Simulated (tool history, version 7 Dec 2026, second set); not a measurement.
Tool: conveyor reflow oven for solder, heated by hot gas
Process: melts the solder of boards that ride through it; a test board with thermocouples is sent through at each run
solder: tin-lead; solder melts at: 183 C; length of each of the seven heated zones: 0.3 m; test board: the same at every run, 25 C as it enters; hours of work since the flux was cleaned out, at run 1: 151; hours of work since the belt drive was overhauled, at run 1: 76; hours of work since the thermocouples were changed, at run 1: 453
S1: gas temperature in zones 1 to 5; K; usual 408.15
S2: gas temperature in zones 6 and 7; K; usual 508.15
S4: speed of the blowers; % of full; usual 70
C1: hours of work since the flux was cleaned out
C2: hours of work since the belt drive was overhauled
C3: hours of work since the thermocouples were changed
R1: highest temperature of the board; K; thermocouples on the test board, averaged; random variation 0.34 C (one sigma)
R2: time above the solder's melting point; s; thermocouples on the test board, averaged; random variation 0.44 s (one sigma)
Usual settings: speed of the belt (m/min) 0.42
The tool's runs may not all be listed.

run 1 hour=0 | S1=408.15 S2=508.15 speed_of_the_belt_(m/min)=0.42 S4=70 | C1=151 C2=76 C3=453 | R1=490.75 R2=62.4
run 2 hour=65.5 | S1=408.15 S2=508.15 speed_of_the_belt_(m/min)=0.42 S4=70 | C1=195 C2=119 C3=497 | R1=490.35 R2=62.6
run 3 hour=121.3 | S1=408.15 S2=508.15 speed_of_the_belt_(m/min)=0.42 S4=70 | C1=232 C2=156 C3=534 | R1=490.45 R2=62.2
run 4 hour=164.6 | S1=408.15 S2=508.15 speed_of_the_belt_(m/min)=0.42 S4=70 | C1=261 C2=185 C3=563 | R1=490.75 R2=62.5
-- hour=220.8 flux residue cleaned out of gas plates and filters
run 5 hour=226.6 | S1=408.15 S2=508.15 speed_of_the_belt_(m/min)=0.42 S4=80 | C1=4 C2=223 C3=600 | R1=492.95 R2=65.7
run 6 hour=265.3 | S1=408.15 S2=508.15 speed_of_the_belt_(m/min)=0.42 S4=70 | C1=30 C2=249 C3=626 | R1=490.75 R2=63.4
run 7 hour=333 | S1=398.15 S2=508.15 speed_of_the_belt_(m/min)=0.42 S4=70 | C1=75 C2=294 C3=671 | R1=489.05 R2=57.6
run 8 hour=399 | S1=408.15 S2=508.15 speed_of_the_belt_(m/min)=0.42 S4=70 | C1=119 C2=338 C3=715 | R1=490.35 R2=62.7
run 9 hour=476.2 | S1=408.15 S2=499.15 speed_of_the_belt_(m/min)=0.42 S4=70 | C1=170 C2=389 C3=766 | R1=482.85 R2=55.5
run 10 hour=531.6 | S1=408.15 S2=514.15 speed_of_the_belt_(m/min)=0.42 S4=70 | C1=207 C2=426 C3=803 | R1=496.05 R2=66.5
run 11 hour=604.5 | S1=408.15 S2=514.15 speed_of_the_belt_(m/min)=0.42 S4=70 | C1=255 C2=474 C3=852 | R1=495.45 R2=67
-- hour=623.5 thermocouples of zones 6 and 7 changed
run 12 hour=663.6 | S1=408.15 S2=500.15 speed_of_the_belt_(m/min)=0.459 S4=70 | C1=293 C2=512 C3=27 | R1=480.35 R2=48.1
-- hour=674.2 flux residue cleaned out of gas plates and filters
run 13 hour=722.4 | S1=423.15 S2=500.15 speed_of_the_belt_(m/min)=0.459 S4=70 | C1=32 C2=548 C3=62 | R1=483.55 R2=57.6
run 14 hour=797.1 | S1=403.15 S2=508.15 speed_of_the_belt_(m/min)=0.42 S4=62 | C1=82 C2=598 C3=112 | R1=486.45 R2=57.1
run 15 hour=834.4 | S1=400.15 S2=503.15 speed_of_the_belt_(m/min)=0.481 S4=62 | C1=107 C2=622 C3=137 | R1=476.35 R2=37.5
run 16 hour=887.1 | S1=400.15 S2=503.15 speed_of_the_belt_(m/min)=0.481 S4=62 | C1=142 C2=657 C3=172 | R1=476.55 R2=37.2
run 17 hour=944 | S1=409.15 S2=508.15 speed_of_the_belt_(m/min)=0.383 S4=52 | C1=179 C2=695 C3=210 | R1=487.95 R2=65.4
run 18 hour=978.1 | S1=409.15 S2=508.15 speed_of_the_belt_(m/min)=0.383 S4=52 | C1=202 C2=718 C3=232 | R1=487.35 R2=65.1
run 19 hour=1055.3 | S1=421.15 S2=522.15 speed_of_the_belt_(m/min)=0.435 S4=87 | C1=253 C2=769 C3=284 | R1=507.85 R2=77.1
run 20 hour=1101.8 | S1=413.15 S2=522.15 speed_of_the_belt_(m/min)=0.432 S4=87 | C1=284 C2=800 C3=315 | R1=507.65 R2=74.2
-- hour=1124 flux residue cleaned out of gas plates and filters
run 21 hour=1157.9 | S1=405.15 S2=520.15 speed_of_the_belt_(m/min)=0.363 S4=87 | C1=23 C2=834 C3=349 | R1=509.35 R2=87.4
run 22 hour=1203.5 | S1=393.15 S2=508.15 speed_of_the_belt_(m/min)=0.366 S4=70 | C1=53 C2=865 C3=379 | R1=492.85 R2=69.2

How the hidden state differs across the entries between the runs, from the last listed run before each to the first after it:
Between runs 4 and 5: flux residue cleaned out of gas plates and filters (hour 220.8)
  heat that the gas passes to the board, % of a clean oven's: 99.5 -> 99.9; belt's true speed, % of the reading: 99.97 -> 99.96
Between runs 11 and 12: thermocouples of zones 6 and 7 changed (hour 623.5)
  heat that the gas passes to the board, % of a clean oven's: 99.5 -> 99.4; belt's true speed, % of the reading: 99.94 -> 99.93; true gas temperature in zones 6 and 7 over the reading, C: 0.12 -> 0.01
Between runs 12 and 13: flux residue cleaned out of gas plates and filters (hour 674.2)
  heat that the gas passes to the board, % of a clean oven's: 99.4 -> 99.9; true gas temperature in zones 6 and 7 over the reading, C: 0.01 -> 0.02
Between runs 20 and 21: flux residue cleaned out of gas plates and filters (hour 1124)
  heat that the gas passes to the board, % of a clean oven's: 99.5 -> 100
